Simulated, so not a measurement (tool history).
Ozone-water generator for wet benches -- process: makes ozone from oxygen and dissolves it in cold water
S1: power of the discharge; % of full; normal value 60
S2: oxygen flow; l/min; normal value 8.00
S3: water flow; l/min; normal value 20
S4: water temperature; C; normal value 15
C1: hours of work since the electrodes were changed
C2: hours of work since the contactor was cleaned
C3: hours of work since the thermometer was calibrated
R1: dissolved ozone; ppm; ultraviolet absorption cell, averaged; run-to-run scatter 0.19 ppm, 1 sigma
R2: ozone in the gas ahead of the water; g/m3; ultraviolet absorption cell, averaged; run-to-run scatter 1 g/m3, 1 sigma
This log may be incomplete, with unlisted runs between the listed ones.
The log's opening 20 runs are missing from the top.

run    hour  S1     S2  S3  S4    C1   C2   C3    R1     R2
 21   967.9  60   8.00  20  12  1299   79  467  25.5  170.5
 22  1029.4  57   4.13  17  10  1345  124  513  25.3  214.3
 23  1064.4  57   4.13  17  10  1371  150  539  25.2  213.2
 24  1112.4  48   7.06  17  20  1407  186  575  20.4  150.8
     1132.2  -- contactor cleaned, once more
 25  1148.2  91  12.36  32  15  1431   12  599  26.2  198.4
 26  1219.3  91  12.36  32  15  1484   65  652  26.0  194.6
 27  1258.7  91  12.36  32  15  1513   94  681  26.2  195.1
 28  1325.8  91   8.31  22  15  1563  144  731  32.0  229.1
 29  1365.0  91   8.31  22  15  1592  173  760  32.2  228.0
 30  1428.7  91   8.31  22  15  1640  221  808  32.3  226.8
 31  1466.6  83   7.46  14  16  1668  249  836  38.3  222.5
 32  1530.5  83   7.46  14  16  1716  297  884  37.9  219.5
 33  1565.8  56   8.00  20  10  1742  323  910  25.5  159.4
 34  1637.5  56  13.56  24  10  1795  377  963  23.3  130.6

Predict each of these 3 candidate next runs independently; none follows another, all start after run 34:
  A  1692.4  57  13.56  24  10  1836  417  1004   ?   ?
  B  1692.4  57  11.03  20  15  1836  417  1004   ?   ?
  C  1692.4  95  13.56  17  10  1836  417  1004   ?   ?

run    R1     R2
  A  23.7  129.7
  B  24.0  142.5
  C  41.7  191.3
The same runs, with their run-to-run variation unchanged, on a tool lacking any hidden condition would have given:
run    R1     R2
  A  25.7  138.7
  B  26.0  152.2
  C  46.6  210.9

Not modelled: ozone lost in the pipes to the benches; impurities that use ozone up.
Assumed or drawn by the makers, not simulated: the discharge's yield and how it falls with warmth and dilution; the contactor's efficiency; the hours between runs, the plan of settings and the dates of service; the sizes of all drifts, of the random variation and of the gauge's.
